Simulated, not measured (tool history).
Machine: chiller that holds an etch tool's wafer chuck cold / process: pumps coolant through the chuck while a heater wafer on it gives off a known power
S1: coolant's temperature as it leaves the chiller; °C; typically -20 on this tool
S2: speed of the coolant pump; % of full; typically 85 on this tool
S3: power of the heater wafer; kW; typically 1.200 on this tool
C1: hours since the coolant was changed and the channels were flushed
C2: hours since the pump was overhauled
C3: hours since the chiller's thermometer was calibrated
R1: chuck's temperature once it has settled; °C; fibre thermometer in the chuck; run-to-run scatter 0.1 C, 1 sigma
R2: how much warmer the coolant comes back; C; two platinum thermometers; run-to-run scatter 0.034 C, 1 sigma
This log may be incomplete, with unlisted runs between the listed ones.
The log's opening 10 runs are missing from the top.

run	hour	S1	S2	S3	C1	C2	C3	R1	R2
11	746.6	-20	85	1.200	8790	4083	2023	-5.5	5.07
12	839.7	-20	89	1.200	8883	4176	2116	-5.9	4.83
13	928.6	-19	85	1.200	8972	4265	2205	-4.4	5.02
14	1020.2	-19	85	1.057	9064	4357	2297	-6.0	4.43
15	1082.8	-19	85	1.057	9126	4419	2359	-6.2	4.44
16	1130.6	-19	85	1.057	9174	4467	2407	-6.1	4.44
17	1205.6	-18	83	1.330	9249	4542	2482	-1.5	5.72
18	1284.6	-18	83	1.330	9328	4621	2561	-1.6	5.75
# hour 1364.8: coolant changed, channels flushed
# hour 1375.0: chiller's thermometer calibrated
19	1407.5	-20	82	0.829	42	4737	33	-9.6	3.57

What does the tool deliver on the next run?
20	1470.9	-20	66	0.933	105	4800	96	?	?

{"run 20": {"R1": -6.1, "R2": 5.02}}
Were there no unlogged condition in the tool, this run, its random variation unchanged, would have produced R1 -6.1 °C, R2 5.02 C.
